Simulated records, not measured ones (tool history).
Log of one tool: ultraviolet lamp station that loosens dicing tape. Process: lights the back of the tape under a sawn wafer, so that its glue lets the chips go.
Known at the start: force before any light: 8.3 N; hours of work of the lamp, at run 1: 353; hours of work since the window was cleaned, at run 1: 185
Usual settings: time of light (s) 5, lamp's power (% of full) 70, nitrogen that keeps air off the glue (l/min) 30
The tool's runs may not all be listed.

run	day	time of light (s)	lamp's power (% of full)	nitrogen that keeps air off the glue (l/min)	hours of work of the lamp	hours of work since the window was cleaned	force that peels the tape off (N)	light that reached the tape (mJ/cm²)
1	0.000	5	70	30	353	185	0.586	228
2	0.596	5	70	30	363	195	0.599	230
3	0.917	5	70	30	369	201	0.572	223
4	1.588	5	70	30	380	212	0.607	225
5	1.900	5	69	30	386	218	0.619	218
6	2.254	5	69	30	392	224	0.634	220
7	2.929	5	69	30	404	236	0.652	220
8	3.612	5	69	30	416	248	0.618	214
9	3.975	5	69	30	422	254	0.684	215
10	4.654	3	70	30	434	266	1.613	132
11	5.212	5	70	30	443	275	0.661	214
12	5.954	5	70	13	456	288	0.984	215
13	6.304	5	70	13	462	294	1.020	211
14	6.817	3	70	13	471	303	2.316	127
15	7.346	5	70	30	480	313	0.688	212
16	7.950	5	70	30	491	323	0.715	210
# day 8.254: window cleaned of glue's vapour
17	8.417	5	79	30	499	3	0.455	254
18	9.075	5	79	30	510	14	0.453	255
19	9.454	5	70	14	517	21	0.917	223
20	10.012	5	70	14	526	31	0.910	222
21	10.521	5	70	14	535	39	0.925	219
22	11.012	5	70	14	544	48	0.899	221
23	11.508	3	70	14	553	57	2.143	132
24	11.904	3	70	14	559	63	2.218	130
25	12.229	2	72	14	565	69	3.456	89
26	12.933	2	96	32	577	81	1.918	118
27	13.546	2	96	32	588	92	1.963	117
28	14.208	4	61	32	600	104	1.344	151
29	14.758	5	70	43	609	113	0.586	213
30	15.121	4	100	19	615	120	0.658	244
31	15.579	4	100	19	623	127	0.658	236
32	15.933	5	82	12	630	134	0.802	247
33	16.629	4	70	30	642	146	1.134	169
34	17.229	4	70	30	652	156	1.143	169
35	17.583	9	76	30	658	162	0.172	403
36	17.933	2	70	29	664	168	3.025	79
37	18.383	5	99	30	672	176	0.323	287
38	18.908	5	99	30	681	185	0.345	286
39	19.342	3	64	30	689	193	2.124	108
40	19.983	7	60	15	700	204	0.757	244
41	20.571	7	62	14	710	214	0.725	256
42	21.179	2	70	30	721	225	3.192	79
43	21.667	2	79	17	729	233	3.158	91

4 ways to go on from here, each from the tool as it stands after run 43. What would each give?
A	22.012	4	70	30	735	239	?	?
B	22.012	4	75	17	735	239	?	?
C	22.012	2	70	30	735	239	?	?
D	22.012	4	62	41	735	239	?	?

run	force that peels the tape off (N)	light that reached the tape (mJ/cm²)
A	1.206	160
B	1.376	166
C	3.130	73
D	1.400	140
Without the tool's hidden state the same runs would have given:
run	force that peels the tape off (N)	light that reached the tape (mJ/cm²)
A	0.663	215
B	0.776	225
C	2.251	100
D	0.788	189
